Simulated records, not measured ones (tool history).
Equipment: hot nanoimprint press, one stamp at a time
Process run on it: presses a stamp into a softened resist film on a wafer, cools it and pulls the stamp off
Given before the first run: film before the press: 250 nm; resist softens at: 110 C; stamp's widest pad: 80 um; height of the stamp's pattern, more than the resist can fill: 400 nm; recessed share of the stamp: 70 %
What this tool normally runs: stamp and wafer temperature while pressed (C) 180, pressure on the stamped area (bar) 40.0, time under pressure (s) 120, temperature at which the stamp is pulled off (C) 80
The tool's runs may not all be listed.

| run | hour | stamp and wafer temperature while pressed (C) | pressure on the stamped area (bar) | time under pressure (s) | temperature at which the stamp is pulled off (C) | resist left under the stamp's widest pad (angstrom) | greatest force while the stamp is pulled off (N) |
|---|---|---|---|---|---|---|---|
| 1 | 0.0 | 180 | 40.0 | 120 | 80 | 1437 | 228 |
| 2 | 42.5 | 180 | 40.0 | 120 | 80 | 1441 | 224 |
| 3 | 68.7 | 180 | 40.0 | 120 | 80 | 1423 | 239 |
|  | 101.6 | stamp cleaned and given a new release coat |
| 4 | 103.7 | 180 | 40.0 | 120 | 80 | 1424 | 194 |
| 5 | 143.5 | 180 | 40.0 | 120 | 80 | 1439 | 195 |
| 6 | 175.1 | 180 | 28.3 | 120 | 80 | 1618 | 203 |
| 7 | 214.1 | 180 | 28.3 | 120 | 80 | 1653 | 204 |
| 8 | 246.2 | 180 | 40.0 | 120 | 88 | 1435 | 167 |
| 9 | 289.0 | 180 | 40.0 | 120 | 80 | 1449 | 209 |
| 10 | 337.7 | 180 | 40.0 | 120 | 70 | 1458 | 271 |
| 11 | 362.9 | 180 | 40.0 | 120 | 70 | 1461 | 284 |
| 12 | 393.7 | 180 | 40.0 | 139 | 80 | 1386 | 233 |
| 13 | 450.9 | 180 | 56.8 | 120 | 78 | 1277 | 261 |
|  | 473.0 | stamp cleaned and given a new release coat |
| 14 | 496.6 | 175 | 56.8 | 120 | 78 | 1574 | 203 |
| 15 | 537.0 | 169 | 40.0 | 120 | 69 | 2098 | 251 |
| 16 | 567.9 | 168 | 46.1 | 120 | 69 | 2056 | 258 |
| 17 | 592.1 | 168 | 46.1 | 66 | 69 | 2253 | 253 |
| 18 | 622.1 | 171 | 40.0 | 120 | 80 | 2012 | 213 |

Predict the results of run 19:
| 19 | 674.3 | 171 | 40.0 | 120 | 80 | ? | ? |

For run 19 the tool returned resist left under the stamp's widest pad (angstrom) 1981, greatest force while the stamp is pulled off (N) 227.
If the tool had no hidden condition, the same run with the same run-to-run variation would have returned resist left under the stamp's widest pad (angstrom) 1903, greatest force while the stamp is pulled off (N) 193.
